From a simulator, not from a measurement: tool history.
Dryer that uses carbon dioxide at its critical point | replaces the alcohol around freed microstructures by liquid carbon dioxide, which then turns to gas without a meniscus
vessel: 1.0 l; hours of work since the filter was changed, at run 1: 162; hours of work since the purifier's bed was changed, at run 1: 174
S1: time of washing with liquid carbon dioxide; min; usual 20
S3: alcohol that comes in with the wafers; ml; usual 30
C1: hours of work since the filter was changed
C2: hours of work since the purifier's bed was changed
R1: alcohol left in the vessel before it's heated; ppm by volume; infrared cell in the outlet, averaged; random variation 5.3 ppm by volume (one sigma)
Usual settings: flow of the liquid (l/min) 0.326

Run 1, hour 0.0: usual settings; C1 162; C2 174. Result: R1 230 ppm by volume.
Run 2, hour 8.7: usual settings; C1 166; C2 178. Result: R1 227 ppm by volume.
Run 3, hour 16.6: usual settings; C1 169; C2 181. Result: R1 241 ppm by volume.
Run 4, hour 28.2: usual settings; C1 174; C2 186. Result: R1 248 ppm by volume.
Run 5, hour 40.1: usual settings; C1 179; C2 191. Result: R1 235 ppm by volume.
Run 6, hour 49.2: usual settings; C1 183; C2 195. Result: R1 244 ppm by volume.
Run 7, hour 58.6: usual settings but flow of the liquid (l/min) 0.422; C1 187; C2 199. Result: R1 95 ppm by volume.
Run 8, hour 68.6: usual settings; C1 192; C2 203. Result: R1 244 ppm by volume.
Run 9, hour 77.6: usual settings but S1 22 min; C1 196; C2 207. Result: R1 186 ppm by volume.
Run 10, hour 83.2: usual settings; C1 198; C2 210. Result: R1 255 ppm by volume.
Run 11, hour 91.1: usual settings; C1 201; C2 213. Result: R1 248 ppm by volume.
Run 12, hour 97.2: usual settings; C1 204; C2 216. Result: R1 260 ppm by volume.
Run 13, hour 105.8: usual settings but flow of the liquid (l/min) 0.459, S3 69 ml; C1 208; C2 219. Result: R1 113 ppm by volume.
Run 14, hour 112.0: usual settings but S1 21 min, flow of the liquid (l/min) 0.256, S3 110 ml; C1 210; C2 222. Result: R1 1925 ppm by volume.
Run 15, hour 121.7: usual settings but S1 21 min, flow of the liquid (l/min) 0.256, S3 110 ml; C1 214; C2 226. Result: R1 1983 ppm by volume.
Run 16, hour 128.8: usual settings but S1 12 min, flow of the liquid (l/min) 0.483; C1 217; C2 229. Result: R1 388 ppm by volume.
Run 17, hour 138.1: usual settings but S1 16 min, flow of the liquid (l/min) 0.414; C1 221; C2 233. Result: R1 245 ppm by volume.
Run 18, hour 146.4: usual settings but S1 16 min, flow of the liquid (l/min) 0.414; C1 225; C2 237. Result: R1 244 ppm by volume.
Run 19, hour 154.7: usual settings but S1 18 min, S3 99 ml; C1 229; C2 240. Result: R1 1175 ppm by volume.

Run 20 comes next. What will it give?
Run 20, hour 164.3: usual settings but flow of the liquid (l/min) 0.212; C1 233; C2 244. Result: R1 ?.

{"run 20": {"R1": 1406}}
Without the tool's hidden state the same run would have given R1 907 ppm by volume.
